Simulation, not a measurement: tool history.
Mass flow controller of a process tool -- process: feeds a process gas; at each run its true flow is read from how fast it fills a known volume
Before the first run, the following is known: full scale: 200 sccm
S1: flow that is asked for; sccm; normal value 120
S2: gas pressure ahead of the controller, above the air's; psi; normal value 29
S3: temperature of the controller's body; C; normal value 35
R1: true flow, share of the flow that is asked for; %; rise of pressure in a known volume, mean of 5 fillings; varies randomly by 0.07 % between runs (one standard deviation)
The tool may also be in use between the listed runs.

Run 1, hour 0: usual settings. Result: R1 98.51 %.
Run 2, hour 151: usual settings. Result: R1 98.39 %.
Run 3, hour 323.6: usual settings. Result: R1 98.52 %.
Run 4, hour 535.8: usual settings. Result: R1 98.3 %.
Run 5, hour 823.1: usual settings but S2 23.1 psi. Result: R1 98.08 %.
Run 6, hour 1068.1: usual settings but S2 23.1 psi. Result: R1 98.07 %.
Run 7, hour 1249.2: usual settings but S2 23.1 psi. Result: R1 98.12 %.
Run 8, hour 1417.9: usual settings but S1 49 sccm. Result: R1 97.45 %.
Run 9, hour 1544.4: usual settings. Result: R1 98.13 %.
Run 10, hour 1663: usual settings. Result: R1 98.22 %.
Run 11, hour 1926.9: usual settings. Result: R1 98.15 %.
Run 12, hour 2161.8: usual settings. Result: R1 97.94 %.
Run 13, hour 2351.1: usual settings but S3 20 C. Result: R1 99.2 %.
Run 14, hour 2617.8: usual settings but S3 20 C. Result: R1 99.04 %.
Run 15, hour 2806.1: usual settings but S3 20 C. Result: R1 99 %.
Run 16, hour 3063.8: usual settings but S3 20 C. Result: R1 98.93 %.
Run 17, hour 3208.9: usual settings but S3 20 C. Result: R1 98.95 %.
Run 18, hour 3345.6: usual settings but S2 20.6 psi. Result: R1 97.5 %.
Run 19, hour 3555.1: usual settings but S3 30 C. Result: R1 98.25 %.
Run 20, hour 3680.6: usual settings but S3 30 C. Result: R1 98.15 %.
At hour 3799.9: controller's zero set anew.
Run 21, hour 3845.2: usual settings but S3 30 C. Result: R1 98.13 %.
Run 22, hour 4045: usual settings but S1 149 sccm. Result: R1 98.07 %.
At hour 4107.1: gauge calibrated.
Run 23, hour 4313.3: usual settings but S1 149 sccm. Result: R1 98.74 %.
Run 24, hour 4587.6: usual settings but S1 87 sccm, S2 33.5 psi, S3 24 C. Result: R1 98.94 %.
Run 25, hour 4839.9: usual settings but S1 87 sccm, S2 33.5 psi, S3 24 C. Result: R1 98.92 %.
Run 26, hour 4984.5: usual settings but S1 87 sccm, S2 33.5 psi, S3 24 C. Result: R1 98.91 %.
Run 27, hour 5139.1: usual settings but S1 87 sccm, S2 33.5 psi, S3 24 C. Result: R1 98.91 %.
Run 28, hour 5292.2: usual settings but S1 44 sccm, S2 33.4 psi, S3 38 C. Result: R1 97.44 %.
Run 29, hour 5470.3: usual settings but S1 30 sccm, S2 30.3 psi, S3 31 C. Result: R1 97.64 %.
Run 30, hour 5623.9: usual settings but S2 38.4 psi. Result: R1 98.7 %.
Run 31, hour 5791.5: usual settings but S2 38.4 psi. Result: R1 98.69 %.
Run 32, hour 5961.3: usual settings but S1 75 sccm, S2 37.4 psi, S3 31 C. Result: R1 98.29 %.
Run 33, hour 6237.8: usual settings but S1 75 sccm, S2 32.9 psi, S3 26 C. Result: R1 98.34 %.
Run 34, hour 6408.2: usual settings but S1 34 sccm, S2 39.3 psi, S3 36 C. Result: R1 97.47 %.
Run 35, hour 6544.1: usual settings but S2 24.9 psi, S3 23 C. Result: R1 98.72 %.
Run 36, hour 6697.2: usual settings but S1 65 sccm, S2 37.4 psi, S3 36 C. Result: R1 97.86 %.
Run 37, hour 6925.2: usual settings but S1 125 sccm, S2 35.7 psi, S3 23 C. Result: R1 98.96 %.
Run 38, hour 7118.5: usual settings but S1 48 sccm, S2 32.6 psi. Result: R1 97.31 %.
Run 39, hour 7324.3: usual settings but S1 48 sccm, S2 32.6 psi. Result: R1 97.38 %.
Run 40, hour 7607: usual settings but S1 80 sccm, S2 39.7 psi, S3 34 C. Result: R1 98.1 %.
Run 41, hour 7847.8: usual settings but S2 25.4 psi, S3 34 C. Result: R1 97.69 %.
Run 42, hour 8038.1: usual settings but S1 131 sccm, S2 28 psi. Result: R1 97.87 %.
Run 43, hour 8198.9: usual settings but S1 131 sccm, S2 26.7 psi, S3 23 C. Result: R1 98.59 %.
Run 44, hour 8326.2: usual settings but S1 131 sccm, S2 26.7 psi, S3 23 C. Result: R1 98.49 %.
Run 45, hour 8488.9: usual settings but S1 131 sccm, S2 21.3 psi, S3 25 C. Result: R1 98.1 %.
Run 46, hour 8641.3: usual settings but S2 29.3 psi. Result: R1 97.8 %.

Alternative continuations, all from the tool just after run 46; predict every row:
Run A, hour 8923.4: usual settings but S1 49 sccm, S2 31.3 psi. Result: R1 ?.
Run B, hour 8923.4: usual settings but S2 36.4 psi. Result: R1 ?.
Run C, hour 8923.4: usual settings but S1 21 sccm, S2 29.3 psi. Result: R1 ?.
Run D, hour 8923.4: usual settings but S1 175 sccm, S2 27.4 psi. Result: R1 ?.

run     R1
  A  96.96
  B  98.08
  C  96.71
  D  98.18
With no hidden state in the tool, these same runs would have given:
run     R1
  A  97.76
  B  98.89
  C  97.49
  D  98.99

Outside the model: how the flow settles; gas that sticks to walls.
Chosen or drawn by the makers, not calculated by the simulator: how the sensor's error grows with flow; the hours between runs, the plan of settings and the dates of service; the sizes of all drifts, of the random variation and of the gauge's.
